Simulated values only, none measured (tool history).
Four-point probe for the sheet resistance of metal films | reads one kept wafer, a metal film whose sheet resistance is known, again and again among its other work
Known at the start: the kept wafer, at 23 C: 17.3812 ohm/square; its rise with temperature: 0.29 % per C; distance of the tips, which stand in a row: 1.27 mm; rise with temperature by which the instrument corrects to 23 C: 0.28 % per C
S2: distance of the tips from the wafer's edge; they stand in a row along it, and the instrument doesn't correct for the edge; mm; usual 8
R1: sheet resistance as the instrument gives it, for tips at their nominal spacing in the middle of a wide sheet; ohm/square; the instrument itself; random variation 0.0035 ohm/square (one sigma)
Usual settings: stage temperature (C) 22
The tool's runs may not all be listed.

run 1 day=0.000 | stage_temperature_(C)=22 S2=8 | R1=17.645460
run 2 day=4.683 | stage_temperature_(C)=22 S2=8 | R1=17.648660
run 3 day=7.662 | stage_temperature_(C)=22 S2=42 | R1=17.420636
run 4 day=11.138 | stage_temperature_(C)=28 S2=8 | R1=17.658844
run 5 day=14.417 | stage_temperature_(C)=28 S2=8 | R1=17.660412
run 6 day=17.558 | stage_temperature_(C)=28 S2=8 | R1=17.660767
run 7 day=20.596 | stage_temperature_(C)=28 S2=8 | R1=17.661609
run 8 day=26.375 | stage_temperature_(C)=28 S2=8 | R1=17.664280
run 9 day=31.183 | stage_temperature_(C)=28 S2=8 | R1=17.677509
run 10 day=35.550 | stage_temperature_(C)=28 S2=8 | R1=17.676265
run 11 day=39.108 | stage_temperature_(C)=22 S2=31 | R1=17.451047
run 12 day=42.442 | stage_temperature_(C)=22 S2=8 | R1=17.667804
run 13 day=46.183 | stage_temperature_(C)=22 S2=8 | R1=17.672966
run 14 day=51.004 | stage_temperature_(C)=33 S2=8 | R1=17.693132
run 15 day=55.321 | stage_temperature_(C)=33 S2=8 | R1=17.697719
run 16 day=57.812 | stage_temperature_(C)=32 S2=8 | R1=17.704910
run 17 day=61.562 | stage_temperature_(C)=32 S2=8 | R1=17.696315
run 18 day=66.525 | stage_temperature_(C)=32 S2=8 | R1=17.701862
run 19 day=69.788 | stage_temperature_(C)=32 S2=8 | R1=17.705102
run 20 day=75.479 | stage_temperature_(C)=32 S2=8 | R1=17.714895
run 21 day=80.400 | stage_temperature_(C)=32 S2=8 | R1=17.713402
run 22 day=85.938 | stage_temperature_(C)=32 S2=8 | R1=17.713053

Forecast run 23:
-- day=86.458 stage's thermometer calibrated
run 23 day=91.617 | stage_temperature_(C)=32 S2=8 | R1=?

Run 23 gave R1 17.737887 ohm/square.
Without the tool's hidden state the same run would have given R1 17.630790 ohm/square.
